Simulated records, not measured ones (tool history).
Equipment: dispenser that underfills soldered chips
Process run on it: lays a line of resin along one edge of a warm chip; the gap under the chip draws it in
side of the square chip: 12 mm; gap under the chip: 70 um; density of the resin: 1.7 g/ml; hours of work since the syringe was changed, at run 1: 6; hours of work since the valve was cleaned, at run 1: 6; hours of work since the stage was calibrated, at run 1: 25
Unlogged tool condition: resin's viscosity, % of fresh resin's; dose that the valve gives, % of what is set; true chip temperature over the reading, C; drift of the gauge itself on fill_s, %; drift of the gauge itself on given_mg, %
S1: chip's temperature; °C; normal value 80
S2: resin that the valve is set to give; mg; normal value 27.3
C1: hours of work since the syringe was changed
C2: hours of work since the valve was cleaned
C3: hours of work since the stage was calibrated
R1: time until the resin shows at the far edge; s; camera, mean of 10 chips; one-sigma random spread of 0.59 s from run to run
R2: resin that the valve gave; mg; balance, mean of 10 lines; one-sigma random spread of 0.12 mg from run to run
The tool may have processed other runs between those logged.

{"run": 1, "hour": 0.0, "S1": 80, "S2": 27.3, "C1": 6, "C2": 6, "C3": 25, "R1": 86.9, "R2": 27.02}
{"hour": 5.2, "done": "new syringe of resin"}
{"run": 2, "hour": 8.5, "S1": 80, "S2": 27.3, "C1": 3, "C2": 13, "C3": 32, "R1": 61.9, "R2": 26.97}
{"run": 3, "hour": 16.3, "S1": 80, "S2": 27.3, "C1": 9, "C2": 19, "C3": 38, "R1": 103.6, "R2": 26.83}
{"hour": 18.6, "done": "new syringe of resin"}
{"run": 4, "hour": 21.1, "S1": 80, "S2": 31.3, "C1": 2, "C2": 22, "C3": 41, "R1": 58.4, "R2": 30.61}
{"run": 5, "hour": 26.1, "S1": 80, "S2": 31.3, "C1": 6, "C2": 26, "C3": 45, "R1": 80.2, "R2": 31}
{"run": 6, "hour": 29.9, "S1": 80, "S2": 31.3, "C1": 9, "C2": 29, "C3": 48, "R1": 101.8, "R2": 30.93}
{"hour": 32.2, "done": "new syringe of resin"}
{"run": 7, "hour": 36.2, "S1": 80, "S2": 27.9, "C1": 3, "C2": 34, "C3": 53, "R1": 65.2, "R2": 27.3}
{"run": 8, "hour": 41.9, "S1": 80, "S2": 27.9, "C1": 8, "C2": 38, "C3": 57, "R1": 93.6, "R2": 27.38}
{"hour": 45.9, "done": "new syringe of resin"}
{"run": 9, "hour": 49.0, "S1": 80, "S2": 27.9, "C1": 2, "C2": 44, "C3": 63, "R1": 60, "R2": 27.35}
{"run": 10, "hour": 56.1, "S1": 80, "S2": 27.3, "C1": 8, "C2": 49, "C3": 68, "R1": 93.9, "R2": 26.39}
{"hour": 59.2, "done": "new syringe of resin"}
{"run": 11, "hour": 64.1, "S1": 80, "S2": 27.3, "C1": 4, "C2": 55, "C3": 74, "R1": 69.2, "R2": 26.56}
{"run": 12, "hour": 68.5, "S1": 80, "S2": 29.3, "C1": 7, "C2": 59, "C3": 78, "R1": 92, "R2": 28.47}
{"hour": 72.9, "done": "new syringe of resin"}
{"run": 13, "hour": 76.0, "S1": 80, "S2": 29.3, "C1": 2, "C2": 65, "C3": 83, "R1": 59.1, "R2": 28.3}
{"run": 14, "hour": 81.9, "S1": 66, "S2": 29.3, "C1": 7, "C2": 69, "C3": 88, "R1": 184.4, "R2": 27.94}
{"hour": 86.4, "done": "new syringe of resin"}
{"run": 15, "hour": 87.9, "S1": 69, "S2": 27.3, "C1": 1, "C2": 74, "C3": 93, "R1": 98.5, "R2": 26.05}
{"run": 16, "hour": 93.4, "S1": 69, "S2": 27.3, "C1": 5, "C2": 78, "C3": 97, "R1": 140.7, "R2": 26.01}
{"hour": 100.1, "done": "new syringe of resin"}
{"run": 17, "hour": 101.4, "S1": 69, "S2": 27.3, "C1": 1, "C2": 84, "C3": 103, "R1": 98.3, "R2": 25.75}
{"run": 18, "hour": 109.0, "S1": 69, "S2": 27.3, "C1": 7, "C2": 90, "C3": 109, "R1": 159.7, "R2": 25.87}
{"hour": 113.6, "done": "new syringe of resin"}
{"run": 19, "hour": 113.8, "S1": 76, "S2": 27.3, "C1": 0, "C2": 93, "C3": 112, "R1": 60.7, "R2": 25.76}
{"run": 20, "hour": 120.5, "S1": 92, "S2": 24.1, "C1": 5, "C2": 99, "C3": 118, "R1": 44.1, "R2": 22.78}
{"hour": 127.0, "done": "new syringe of resin"}
{"run": 21, "hour": 127.8, "S1": 92, "S2": 24.1, "C1": 1, "C2": 104, "C3": 123, "R1": 29.3, "R2": 22.71}
{"run": 22, "hour": 132.2, "S1": 92, "S2": 26.2, "C1": 4, "C2": 108, "C3": 126, "R1": 38, "R2": 24.7}
{"run": 23, "hour": 136.9, "S1": 92, "S2": 26.2, "C1": 8, "C2": 111, "C3": 130, "R1": 51.1, "R2": 24.61}
{"hour": 140.2, "done": "new syringe of resin"}
{"run": 24, "hour": 144.3, "S1": 70, "S2": 33.2, "C1": 3, "C2": 117, "C3": 136, "R1": 104.3, "R2": 30.81}
{"run": 25, "hour": 150.6, "S1": 78, "S2": 34.2, "C1": 8, "C2": 122, "C3": 141, "R1": 101.6, "R2": 31.61}
{"hour": 153.5, "done": "new syringe of resin"}
{"run": 26, "hour": 154.3, "S1": 71, "S2": 34.9, "C1": 1, "C2": 125, "C3": 143, "R1": 81.2, "R2": 32.31}
{"run": 27, "hour": 158.7, "S1": 69, "S2": 31.3, "C1": 4, "C2": 128, "C3": 147, "R1": 122.1, "R2": 29.17}
{"run": 28, "hour": 163.6, "S1": 88, "S2": 31.3, "C1": 8, "C2": 132, "C3": 151, "R1": 61.5, "R2": 28.92}
{"hour": 167.1, "done": "new syringe of resin"}
{"run": 29, "hour": 169.7, "S1": 92, "S2": 25.7, "C1": 2, "C2": 136, "C3": 155, "R1": 33.2, "R2": 23.74}
{"hour": 173.0, "done": "dispensing valve cleaned and set on the balance"}
{"run": 30, "hour": 175.9, "S1": 78, "S2": 31.8, "C1": 6, "C2": 2, "C3": 159, "R1": 88.2, "R2": 32.1}
{"run": 31, "hour": 180.3, "S1": 88, "S2": 28.4, "C1": 10, "C2": 6, "C3": 163, "R1": 70.8, "R2": 28.47}
{"hour": 181.8, "done": "new syringe of resin"}
{"run": 32, "hour": 186.5, "S1": 66, "S2": 29.1, "C1": 4, "C2": 10, "C3": 167, "R1": 138.8, "R2": 28.85}
{"run": 33, "hour": 192.7, "S1": 66, "S2": 29.1, "C1": 9, "C2": 15, "C3": 172, "R1": 207.3, "R2": 28.83}
{"hour": 195.1, "done": "new syringe of resin"}
{"run": 34, "hour": 200.1, "S1": 85, "S2": 30.7, "C1": 4, "C2": 21, "C3": 178, "R1": 51.1, "R2": 30.21}
{"run": 35, "hour": 204.2, "S1": 71, "S2": 23.5, "C1": 7, "C2": 24, "C3": 181, "R1": 143.4, "R2": 23.3}
{"hour": 209.0, "done": "new syringe of resin"}
{"run": 36, "hour": 209.6, "S1": 80, "S2": 33.7, "C1": 0, "C2": 28, "C3": 185, "R1": 50.6, "R2": 33.23}

Here are 4 independent what-if runs from the current tool condition. What would each one return?
{"run": "A", "hour": 216.5, "S1": 85, "S2": 31.4, "C1": 6, "C2": 33, "C3": 190, "R1": "?", "R2": "?"}
{"run": "B", "hour": 216.5, "S1": 85, "S2": 24.7, "C1": 6, "C2": 33, "C3": 190, "R1": "?", "R2": "?"}
{"run": "C", "hour": 216.5, "S1": 66, "S2": 26.2, "C1": 6, "C2": 33, "C3": 190, "R1": "?", "R2": "?"}
{"run": "D", "hour": 216.5, "S1": 80, "S2": 26.2, "C1": 6, "C2": 33, "C3": 190, "R1": "?", "R2": "?"}

run=A R1=61.7 R2=30.81
run=B R1=63.4 R2=24.24
run=C R1=168.5 R2=25.9
run=D R1=79.2 R2=25.7
Without the tool's unlogged condition, the same runs would have read:
run=A R1=39.4 R2=31.37
run=B R1=40.5 R2=24.68
run=C R1=108.5 R2=26.37
run=D R1=50.6 R2=26.16
